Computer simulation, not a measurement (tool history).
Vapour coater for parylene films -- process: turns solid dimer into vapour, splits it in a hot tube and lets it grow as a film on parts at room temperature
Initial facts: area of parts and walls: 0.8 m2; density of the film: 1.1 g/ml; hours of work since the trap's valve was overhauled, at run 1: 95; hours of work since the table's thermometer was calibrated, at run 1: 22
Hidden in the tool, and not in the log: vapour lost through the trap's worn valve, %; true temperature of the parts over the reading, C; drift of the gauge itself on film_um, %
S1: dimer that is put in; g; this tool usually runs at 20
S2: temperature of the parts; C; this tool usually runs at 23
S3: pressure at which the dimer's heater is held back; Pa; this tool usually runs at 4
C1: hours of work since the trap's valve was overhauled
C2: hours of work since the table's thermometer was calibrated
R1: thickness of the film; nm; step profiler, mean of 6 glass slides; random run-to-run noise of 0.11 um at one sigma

| run | hour | S1 | S2 | S3 | C1 | C2 | R1 |
|---|---|---|---|---|---|---|---|
| 1 | 0 | 20 | 23 | 4 | 95 | 22 | 17240 |
| 2 | 16.2 | 20 | 23 | 4 | 105 | 32 | 17250 |
| 3 | 36.8 | 20 | 23 | 4 | 118 | 45 | 17300 |
| 4 | 54.2 | 20 | 23 | 4 | 129 | 56 | 17200 |
| 5 | 70.7 | 20 | 23 | 4.89 | 140 | 67 | 16250 |
| 6 | 83.9 | 15 | 23 | 4 | 148 | 75 | 12840 |
| 7 | 96 | 20 | 23 | 4 | 156 | 83 | 17180 |
| 8 | 116 | 20 | 23 | 4 | 169 | 96 | 16880 |
| 9 | 131.5 | 20 | 23 | 4 | 179 | 106 | 16970 |
| 10 | 143.2 | 20 | 23 | 4 | 186 | 113 | 16930 |
| 11 | 162.9 | 20 | 23 | 4 | 199 | 126 | 17070 |
| 12 | 178.6 | 20 | 27 | 4 | 209 | 136 | 14990 |
| 13 | 190.1 | 20 | 23 | 4 | 216 | 143 | 16680 |
| 14 | 200.6 | 19 | 23 | 4 | 223 | 150 | 16060 |
| 15 | 212.6 | 20 | 23 | 11.25 | 230 | 158 | 13820 |
| 16 | 225.7 | 20 | 27 | 4 | 239 | 166 | 15040 |
| 17 | 246.9 | 20 | 27 | 4 | 252 | 180 | 14980 |
| 18 | 259.1 | 19 | 27 | 4 | 260 | 187 | 14230 |
| 19 | 271 | 20 | 23 | 4 | 268 | 195 | 16690 |
| 20 | 291.4 | 20 | 28 | 4 | 281 | 208 | 14510 |
| 21 | 305.7 | 20 | 28 | 4 | 290 | 217 | 14330 |
| 22 | 315.8 | 20 | 28 | 4 | 296 | 224 | 14400 |
| 23 | 334.5 | 9 | 24 | 3.23 | 308 | 235 | 7520 |
| 24 | 350.4 | 15 | 15 | 3.23 | 319 | 246 | 15690 |
| 25 | 369.3 | 27 | 34 | 3.23 | 331 | 258 | 16850 |
| 26 | 377.9 | 27 | 34 | 3.23 | 336 | 263 | 16760 |
| 27 | 388.8 | 27 | 16 | 3.23 | 343 | 270 | 27710 |
| 28 | 399.3 | 20 | 19 | 4 | 350 | 277 | 18610 |
| 29 | 411.2 | 17 | 23 | 2.98 | 357 | 284 | 14650 |
| 30 | 430.6 | 20 | 17 | 4 | 370 | 297 | 19560 |
| 31 | 439.3 | 14 | 23 | 4 | 375 | 302 | 11400 |
|  | 444.2 | trap's valve overhauled |
| 32 | 455.8 | 34 | 18 | 2.09 | 7 | 310 | 33270 |
| 33 | 465.2 | 21 | 32 | 7.37 | 13 | 316 | 11110 |
| 34 | 477.4 | 21 | 32 | 7.37 | 21 | 324 | 11240 |
| 35 | 489.2 | 21 | 32 | 7.37 | 29 | 332 | 11180 |
| 36 | 505.7 | 21 | 32 | 2.86 | 39 | 342 | 13290 |
| 37 | 526.1 | 21 | 32 | 2.86 | 52 | 355 | 13240 |
|  | 536.7 | trap's valve overhauled, once more |
| 38 | 541.1 | 19 | 19 | 3.21 | 3 | 362 | 19680 |
| 39 | 561.3 | 19 | 19 | 8.24 | 16 | 375 | 16600 |
| 40 | 570.7 | 19 | 19 | 8.24 | 22 | 381 | 16480 |
| 41 | 586.8 | 19 | 23 | 3.57 | 32 | 392 | 17050 |
| 42 | 607 | 10 | 27 | 3.57 | 45 | 404 | 7930 |
| 43 | 620.2 | 17 | 21 | 3.57 | 53 | 413 | 16140 |
| 44 | 636.3 | 13 | 31 | 3.57 | 64 | 423 | 9380 |

Alternative continuations, all from the tool just after run 44; predict every row:
| A | 656.2 | 13 | 23 | 4 | 76 | 436 | ? |
| B | 656.2 | 14 | 31 | 3.1 | 76 | 436 | ? |
| C | 656.2 | 11 | 25 | 3.86 | 76 | 436 | ? |
| D | 656.2 | 13 | 25 | 4.96 | 76 | 436 | ? |

| run | R1 |
|---|---|
| A | 11430 |
| B | 10190 |
| C | 9070 |
| D | 10350 |
With no hidden state in the tool, these same runs would have given:
| run | R1 |
|---|---|
| A | 11480 |
| B | 10230 |
| C | 9110 |
| D | 10400 |
